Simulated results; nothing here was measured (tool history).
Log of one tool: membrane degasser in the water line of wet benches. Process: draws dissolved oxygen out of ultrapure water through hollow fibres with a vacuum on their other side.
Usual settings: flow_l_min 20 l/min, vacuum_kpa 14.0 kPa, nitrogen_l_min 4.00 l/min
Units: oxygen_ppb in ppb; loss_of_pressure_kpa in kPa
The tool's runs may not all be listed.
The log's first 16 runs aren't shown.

run	hour	flow_l_min	vacuum_kpa	nitrogen_l_min	oxygen_ppb	loss_of_pressure_kpa
17	2293.5	20	14.0	4.00	179.7	50.21
18	2449.5	13	18.8	5.11	108.4	32.77
19	2522.0	13	18.8	5.11	107.9	32.86
# hour 2629.8: vacuum gauge calibrated
20	2695.3	13	9.8	11.56	24.1	32.46
21	2846.7	13	9.8	11.56	24.7	32.86
22	2990.3	13	9.8	11.56	25.5	32.99
23	3123.0	30	21.2	6.16	420.1	76.27
24	3248.8	30	21.2	6.16	420.1	75.79
25	3376.3	13	32.9	1.95	491.1	33.31
26	3490.0	20	33.0	2.14	686.4	50.95

The next listed run, before its measurement:
27	3567.5	20	33.0	2.14	?	?

Run 27 gave oxygen_ppb 671.8 ppb, loss_of_pressure_kpa 51.24 kPa.
Without the tool's hidden state the same run would have given oxygen_ppb 635.2 ppb, loss_of_pressure_kpa 48.88 kPa.

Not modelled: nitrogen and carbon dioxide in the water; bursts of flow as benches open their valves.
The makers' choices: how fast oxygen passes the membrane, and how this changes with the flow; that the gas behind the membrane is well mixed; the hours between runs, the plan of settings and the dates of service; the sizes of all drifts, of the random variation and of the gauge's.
